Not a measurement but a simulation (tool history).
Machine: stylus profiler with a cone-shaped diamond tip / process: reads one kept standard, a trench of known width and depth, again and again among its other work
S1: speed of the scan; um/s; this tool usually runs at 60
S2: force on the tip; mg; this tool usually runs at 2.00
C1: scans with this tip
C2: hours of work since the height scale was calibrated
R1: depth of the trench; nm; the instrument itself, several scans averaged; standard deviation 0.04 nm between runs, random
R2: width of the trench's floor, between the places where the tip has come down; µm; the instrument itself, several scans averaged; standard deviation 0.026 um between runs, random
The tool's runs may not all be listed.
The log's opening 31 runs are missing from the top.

run,day,S1,S2,C1,C2,R1,R2
32,85.096,109,1.13,3992,287,100.51,18.36
33,86.867,29,4.75,4226,306,100.98,18.67
34,88.650,29,4.75,4462,326,101.12,18.67
35,91.942,227,2.09,4896,361,100.73,18.21
36,94.508,227,2.09,5235,389,100.71,18.21
37,96.475,227,2.09,5495,410,100.78,18.18
38,98.471,227,2.09,5759,431,100.77,18.17
39,101.429,225,3.95,6150,463,101.06,18.31
40,104.671,225,3.95,6578,498,101.04,18.32
41,107.108,90,4.39,6900,524,101.10,18.48
42,110.867,90,4.39,7397,565,101.16,18.47
43,113.471,25,1.89,7741,593,100.74,18.56
44,115.962,39,0.82,8070,620,100.53,18.51
45,119.012,39,0.82,8473,652,100.57,18.48
46,122.329,52,2.00,8912,688,100.85,18.49
47,125.300,60,1.84,9304,720,100.78,18.42

Predict each of these 3 candidate next runs independently; none follows another, all start after run 47:
A,129.092,40,2.61,9805,761,?,?
B,129.092,82,4.62,9805,761,?,?
C,129.092,100,2.68,9805,761,?,?

run,R1,R2
A,100.98,18.53
B,101.22,18.46
C,101.00,18.40
Take away the tool's hidden state, keep each run's random variation, and the runs would have read:
run,R1,R2
A,100.66,18.70
B,100.89,18.63
C,100.67,18.57

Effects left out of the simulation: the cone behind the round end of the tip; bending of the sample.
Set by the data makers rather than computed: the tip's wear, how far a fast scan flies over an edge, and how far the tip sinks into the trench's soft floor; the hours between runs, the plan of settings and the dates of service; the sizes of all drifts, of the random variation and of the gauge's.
